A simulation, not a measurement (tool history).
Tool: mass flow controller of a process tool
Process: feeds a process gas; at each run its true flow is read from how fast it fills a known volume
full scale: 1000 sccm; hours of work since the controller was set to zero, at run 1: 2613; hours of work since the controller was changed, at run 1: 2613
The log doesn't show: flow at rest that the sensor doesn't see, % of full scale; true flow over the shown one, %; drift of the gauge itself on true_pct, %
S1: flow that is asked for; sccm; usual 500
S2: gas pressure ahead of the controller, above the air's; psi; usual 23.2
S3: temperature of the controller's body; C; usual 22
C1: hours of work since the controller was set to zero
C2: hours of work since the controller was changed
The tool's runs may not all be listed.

{"run": 1, "hour": 0.0, "S1": 500, "S2": 23.2, "S3": 22, "C1": 2613, "C2": 2613, "true flow (%)": 97.79}
{"run": 2, "hour": 55.5, "S1": 500, "S2": 27.8, "S3": 22, "C1": 2646, "C2": 2646, "true flow (%)": 98.0}
{"run": 3, "hour": 112.2, "S1": 500, "S2": 35.2, "S3": 22, "C1": 2681, "C2": 2681, "true flow (%)": 98.24}
{"run": 4, "hour": 244.2, "S1": 500, "S2": 23.2, "S3": 22, "C1": 2761, "C2": 2761, "true flow (%)": 97.72}
{"run": 5, "hour": 328.2, "S1": 204, "S2": 23.2, "S3": 22, "C1": 2813, "C2": 2813, "true flow (%)": 97.99}
{"run": 6, "hour": 384.5, "S1": 500, "S2": 23.2, "S3": 22, "C1": 2847, "C2": 2847, "true flow (%)": 97.63}
{"run": 7, "hour": 515.4, "S1": 500, "S2": 23.2, "S3": 22, "C1": 2927, "C2": 2927, "true flow (%)": 97.81}
{"run": 8, "hour": 596.0, "S1": 500, "S2": 23.2, "S3": 22, "C1": 2976, "C2": 2976, "true flow (%)": 97.7}
{"run": 9, "hour": 700.7, "S1": 500, "S2": 23.2, "S3": 22, "C1": 3040, "C2": 3040, "true flow (%)": 97.59}
{"run": 10, "hour": 800.2, "S1": 500, "S2": 23.2, "S3": 25, "C1": 3100, "C2": 3100, "true flow (%)": 97.84}
{"run": 11, "hour": 872.8, "S1": 500, "S2": 23.2, "S3": 26, "C1": 3145, "C2": 3145, "true flow (%)": 97.66}
{"run": 12, "hour": 996.6, "S1": 500, "S2": 23.2, "S3": 26, "C1": 3220, "C2": 3220, "true flow (%)": 97.68}
{"run": 13, "hour": 1129.3, "S1": 500, "S2": 23.2, "S3": 22, "C1": 3301, "C2": 3301, "true flow (%)": 97.73}
{"run": 14, "hour": 1229.1, "S1": 500, "S2": 23.2, "S3": 22, "C1": 3362, "C2": 3362, "true flow (%)": 97.46}
{"run": 15, "hour": 1342.6, "S1": 500, "S2": 23.2, "S3": 34, "C1": 3431, "C2": 3431, "true flow (%)": 97.82}
{"run": 16, "hour": 1428.4, "S1": 500, "S2": 23.2, "S3": 20, "C1": 3484, "C2": 3484, "true flow (%)": 97.55}
{"run": 17, "hour": 1545.4, "S1": 500, "S2": 23.2, "S3": 20, "C1": 3555, "C2": 3555, "true flow (%)": 97.47}
{"run": 18, "hour": 1633.0, "S1": 500, "S2": 23.2, "S3": 20, "C1": 3608, "C2": 3608, "true flow (%)": 97.41}
{"run": 19, "hour": 1701.4, "S1": 500, "S2": 23.2, "S3": 20, "C1": 3650, "C2": 3650, "true flow (%)": 97.42}
{"run": 20, "hour": 1764.4, "S1": 500, "S2": 23.2, "S3": 20, "C1": 3688, "C2": 3688, "true flow (%)": 97.37}
{"run": 21, "hour": 1861.3, "S1": 500, "S2": 23.2, "S3": 20, "C1": 3747, "C2": 3747, "true flow (%)": 97.43}
{"run": 22, "hour": 1926.0, "S1": 500, "S2": 23.2, "S3": 22, "C1": 3787, "C2": 3787, "true flow (%)": 97.47}
{"run": 23, "hour": 2020.3, "S1": 500, "S2": 23.2, "S3": 22, "C1": 3844, "C2": 3844, "true flow (%)": 97.4}
{"run": 24, "hour": 2085.8, "S1": 500, "S2": 23.2, "S3": 22, "C1": 3884, "C2": 3884, "true flow (%)": 97.3}
{"run": 25, "hour": 2165.8, "S1": 539, "S2": 23.2, "S3": 24, "C1": 3933, "C2": 3933, "true flow (%)": 97.49}
{"run": 26, "hour": 2260.4, "S1": 268, "S2": 31.2, "S3": 40, "C1": 3991, "C2": 3991, "true flow (%)": 98.32}
{"run": 27, "hour": 2371.4, "S1": 268, "S2": 31.2, "S3": 40, "C1": 4059, "C2": 4059, "true flow (%)": 98.12}
{"run": 28, "hour": 2440.2, "S1": 268, "S2": 31.2, "S3": 40, "C1": 4100, "C2": 4100, "true flow (%)": 98.35}
{"run": 29, "hour": 2503.1, "S1": 500, "S2": 37.4, "S3": 40, "C1": 4139, "C2": 4139, "true flow (%)": 98.22}
{"run": 30, "hour": 2631.5, "S1": 611, "S2": 23.2, "S3": 22, "C1": 4217, "C2": 4217, "true flow (%)": 97.4}
{"run": 31, "hour": 2730.5, "S1": 611, "S2": 23.2, "S3": 22, "C1": 4277, "C2": 4277, "true flow (%)": 97.27}
{"hour": 2737.7, "done": "controller's zero set anew"}
{"run": 32, "hour": 2826.8, "S1": 611, "S2": 23.2, "S3": 22, "C1": 54, "C2": 4336, "true flow (%)": 97.79}
{"run": 33, "hour": 2917.8, "S1": 387, "S2": 24.1, "S3": 22, "C1": 110, "C2": 4391, "true flow (%)": 98.11}
{"hour": 2928.9, "done": "controller's zero set anew, once more"}
{"run": 34, "hour": 3009.6, "S1": 105, "S2": 24.1, "S3": 22, "C1": 49, "C2": 4447, "true flow (%)": 95.71}
{"run": 35, "hour": 3141.9, "S1": 432, "S2": 24.1, "S3": 24, "C1": 130, "C2": 4528, "true flow (%)": 96.29}
{"run": 36, "hour": 3235.0, "S1": 250, "S2": 23.2, "S3": 39, "C1": 187, "C2": 4584, "true flow (%)": 96.25}
{"run": 37, "hour": 3343.0, "S1": 250, "S2": 23.2, "S3": 39, "C1": 252, "C2": 4650, "true flow (%)": 96.27}
{"run": 38, "hour": 3445.2, "S1": 250, "S2": 23.2, "S3": 39, "C1": 315, "C2": 4713, "true flow (%)": 96.35}
{"run": 39, "hour": 3535.3, "S1": 250, "S2": 23.2, "S3": 39, "C1": 370, "C2": 4768, "true flow (%)": 96.17}
{"run": 40, "hour": 3601.6, "S1": 250, "S2": 23.2, "S3": 39, "C1": 410, "C2": 4808, "true flow (%)": 96.15}
{"run": 41, "hour": 3686.2, "S1": 260, "S2": 24.9, "S3": 27, "C1": 462, "C2": 4860, "true flow (%)": 95.95}
{"run": 42, "hour": 3785.6, "S1": 277, "S2": 23.2, "S3": 39, "C1": 522, "C2": 4920, "true flow (%)": 96.32}
{"run": 43, "hour": 3844.2, "S1": 312, "S2": 21.5, "S3": 22, "C1": 558, "C2": 4956, "true flow (%)": 95.94}
{"run": 44, "hour": 3963.1, "S1": 183, "S2": 23.2, "S3": 30, "C1": 631, "C2": 5028, "true flow (%)": 96.09}
{"run": 45, "hour": 4050.0, "S1": 183, "S2": 23.2, "S3": 30, "C1": 684, "C2": 5081, "true flow (%)": 95.94}
{"run": 46, "hour": 4138.1, "S1": 183, "S2": 23.2, "S3": 30, "C1": 737, "C2": 5135, "true flow (%)": 95.96}
{"run": 47, "hour": 4267.3, "S1": 500, "S2": 21.3, "S3": 22, "C1": 816, "C2": 5214, "true flow (%)": 96.01}

Measured less the same run without the tool's hidden state. The same run-to-run variation is in both; the gauge's scatter may not be:
run=1 true_flow_(%)=-0.96
run=2 true_flow_(%)=-0.97
run=3 true_flow_(%)=-0.98
run=4 true_flow_(%)=-1.01
run=5 true_flow_(%)=-0.17
run=6 true_flow_(%)=-1.04
run=7 true_flow_(%)=-1.06
run=8 true_flow_(%)=-1.07
run=9 true_flow_(%)=-1.09
run=10 true_flow_(%)=-1.11
run=11 true_flow_(%)=-1.12
run=12 true_flow_(%)=-1.13
run=13 true_flow_(%)=-1.16
run=14 true_flow_(%)=-1.18
run=15 true_flow_(%)=-1.20
run=16 true_flow_(%)=-1.22
run=17 true_flow_(%)=-1.23
run=18 true_flow_(%)=-1.24
run=19 true_flow_(%)=-1.27
run=20 true_flow_(%)=-1.27
run=21 true_flow_(%)=-1.29
run=22 true_flow_(%)=-1.30
run=23 true_flow_(%)=-1.32
run=24 true_flow_(%)=-1.33
run=25 true_flow_(%)=-1.41
run=26 true_flow_(%)=-0.66
run=27 true_flow_(%)=-0.67
run=28 true_flow_(%)=-0.67
run=29 true_flow_(%)=-1.41
run=30 true_flow_(%)=-1.59
run=31 true_flow_(%)=-1.60
run=32 true_flow_(%)=-1.14
run=33 true_flow_(%)=-0.45
run=34 true_flow_(%)=-2.32
run=35 true_flow_(%)=-2.40
run=36 true_flow_(%)=-2.38
run=37 true_flow_(%)=-2.38
run=38 true_flow_(%)=-2.40
run=39 true_flow_(%)=-2.40
run=40 true_flow_(%)=-2.40
run=41 true_flow_(%)=-2.41
run=42 true_flow_(%)=-2.44
run=43 true_flow_(%)=-2.46
run=44 true_flow_(%)=-2.33
run=45 true_flow_(%)=-2.32
run=46 true_flow_(%)=-2.32
run=47 true_flow_(%)=-2.61
